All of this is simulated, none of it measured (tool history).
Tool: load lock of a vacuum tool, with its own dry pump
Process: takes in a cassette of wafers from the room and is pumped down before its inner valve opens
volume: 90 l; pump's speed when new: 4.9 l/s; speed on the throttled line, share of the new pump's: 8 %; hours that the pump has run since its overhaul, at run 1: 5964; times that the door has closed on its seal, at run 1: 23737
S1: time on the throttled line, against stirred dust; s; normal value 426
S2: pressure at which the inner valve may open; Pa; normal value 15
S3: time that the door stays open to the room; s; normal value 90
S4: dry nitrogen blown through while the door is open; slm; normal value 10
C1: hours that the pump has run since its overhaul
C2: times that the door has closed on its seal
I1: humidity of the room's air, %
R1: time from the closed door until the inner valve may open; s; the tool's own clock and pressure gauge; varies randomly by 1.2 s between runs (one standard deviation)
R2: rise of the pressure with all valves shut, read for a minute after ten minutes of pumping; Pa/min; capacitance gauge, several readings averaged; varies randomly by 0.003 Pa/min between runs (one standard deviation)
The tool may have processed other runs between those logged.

{"run": 1, "hour": 0.0, "S1": 426, "S2": 15, "S3": 90, "S4": 10, "C1": 5964, "C2": 23737, "I1": 43.5, "R1": 569, "R2": 0.068}
{"run": 2, "hour": 239.8, "S1": 426, "S2": 15, "S3": 90, "S4": 10, "C1": 6204, "C2": 24855, "I1": 42, "R1": 570.8, "R2": 0.075}
{"run": 3, "hour": 545.3, "S1": 426, "S2": 15, "S3": 90, "S4": 10, "C1": 6509, "C2": 26279, "I1": 42.5, "R1": 570.4, "R2": 0.088}
{"run": 4, "hour": 776.7, "S1": 426, "S2": 15, "S3": 90, "S4": 10, "C1": 6740, "C2": 27358, "I1": 47.9, "R1": 569.9, "R2": 0.088}
{"run": 5, "hour": 936.4, "S1": 426, "S2": 15, "S3": 90, "S4": 10, "C1": 6900, "C2": 28102, "I1": 47.3, "R1": 573.1, "R2": 0.091}
{"run": 6, "hour": 1089.5, "S1": 426, "S2": 15, "S3": 90, "S4": 10, "C1": 7053, "C2": 28816, "I1": 48.2, "R1": 573.4, "R2": 0.096}
{"run": 7, "hour": 1397.9, "S1": 426, "S2": 15, "S3": 90, "S4": 10, "C1": 7362, "C2": 30254, "I1": 44.6, "R1": 573.3, "R2": 0.097}
{"run": 8, "hour": 1668.7, "S1": 426, "S2": 15, "S3": 90, "S4": 10, "C1": 7632, "C2": 31517, "I1": 43.3, "R1": 575.2, "R2": 0.101}
{"run": 9, "hour": 1958.2, "S1": 426, "S2": 15, "S3": 90, "S4": 10, "C1": 7922, "C2": 32866, "I1": 45, "R1": 574.5, "R2": 0.113}
{"run": 10, "hour": 2116.5, "S1": 426, "S2": 15, "S3": 90, "S4": 10, "C1": 8080, "C2": 33604, "I1": 46.5, "R1": 578.2, "R2": 0.116}
{"run": 11, "hour": 2310.1, "S1": 426, "S2": 15, "S3": 90, "S4": 10, "C1": 8274, "C2": 34506, "I1": 47.8, "R1": 575.8, "R2": 0.123}
{"run": 12, "hour": 2536.5, "S1": 426, "S2": 13, "S3": 90, "S4": 10, "C1": 8500, "C2": 35562, "I1": 45.1, "R1": 581.9, "R2": 0.123}
{"run": 13, "hour": 2766.7, "S1": 426, "S2": 13, "S3": 90, "S4": 10, "C1": 8730, "C2": 36635, "I1": 42.2, "R1": 583.8, "R2": 0.135}
{"run": 14, "hour": 3040.1, "S1": 213, "S2": 15, "S3": 90, "S4": 7, "C1": 9004, "C2": 37910, "I1": 40.5, "R1": 389.1, "R2": 0.14}
{"hour": 3180.5, "done": "dry pump taken out, an overhauled one fitted"}
{"run": 15, "hour": 3259.0, "S1": 350, "S2": 23, "S3": 173, "S4": 20, "C1": 79, "C2": 38903, "I1": 46.4, "R1": 475.7, "R2": 0.146}
{"run": 16, "hour": 3463.5, "S1": 350, "S2": 23, "S3": 173, "S4": 20, "C1": 283, "C2": 39856, "I1": 47.1, "R1": 477.8, "R2": 0.147}
{"run": 17, "hour": 3730.6, "S1": 426, "S2": 15, "S3": 90, "S4": 10, "C1": 550, "C2": 41101, "I1": 42.5, "R1": 558.3, "R2": 0.152}
{"run": 18, "hour": 4059.1, "S1": 426, "S2": 15, "S3": 27, "S4": 13, "C1": 879, "C2": 42633, "I1": 48.2, "R1": 557.7, "R2": 0.152}
{"run": 19, "hour": 4394.2, "S1": 340, "S2": 28, "S3": 36, "S4": 33, "C1": 1214, "C2": 44195, "I1": 43.8, "R1": 467.9, "R2": 0.164}
{"run": 20, "hour": 4717.3, "S1": 340, "S2": 18, "S3": 36, "S4": 33, "C1": 1537, "C2": 45701, "I1": 45.3, "R1": 476.8, "R2": 0.171}
{"run": 21, "hour": 5010.5, "S1": 318, "S2": 13, "S3": 95, "S4": 10, "C1": 1830, "C2": 47068, "I1": 44.2, "R1": 465, "R2": 0.192}
{"run": 22, "hour": 5212.2, "S1": 254, "S2": 11, "S3": 73, "S4": 4, "C1": 2032, "C2": 48009, "I1": 45.4, "R1": 409.4, "R2": 0.203}
{"run": 23, "hour": 5468.5, "S1": 426, "S2": 15, "S3": 34, "S4": 7, "C1": 2288, "C2": 49203, "I1": 44.3, "R1": 562.2, "R2": 0.202}

Branching from run 23: 4 alternative next runs. What would each branch give?
{"run": "A", "hour": 5738.2, "S1": 426, "S2": 15, "S3": 34, "S4": 5, "C1": 2558, "C2": 50460, "I1": 44.6, "R1": "?", "R2": "?"}
{"run": "B", "hour": 5738.2, "S1": 390, "S2": 15, "S3": 90, "S4": 28, "C1": 2558, "C2": 50460, "I1": 46.3, "R1": "?", "R2": "?"}
{"run": "C", "hour": 5738.2, "S1": 510, "S2": 15, "S3": 34, "S4": 7, "C1": 2558, "C2": 50460, "I1": 45.7, "R1": "?", "R2": "?"}
{"run": "D", "hour": 5738.2, "S1": 464, "S2": 16, "S3": 120, "S4": 10, "C1": 2558, "C2": 50460, "I1": 46.4, "R1": "?", "R2": "?"}

run=A R1=562.8 R2=0.217
run=B R1=528.4 R2=0.208
run=C R1=637.6 R2=0.207
run=D R1=596.1 R2=0.223
Without the tool's unlogged condition, the same runs would have read:
run=A R1=554.8 R2=0.015
run=B R1=520.3 R2=0.011
run=C R1=630.1 R2=0.008
run=D R1=588.4 R2=0.021
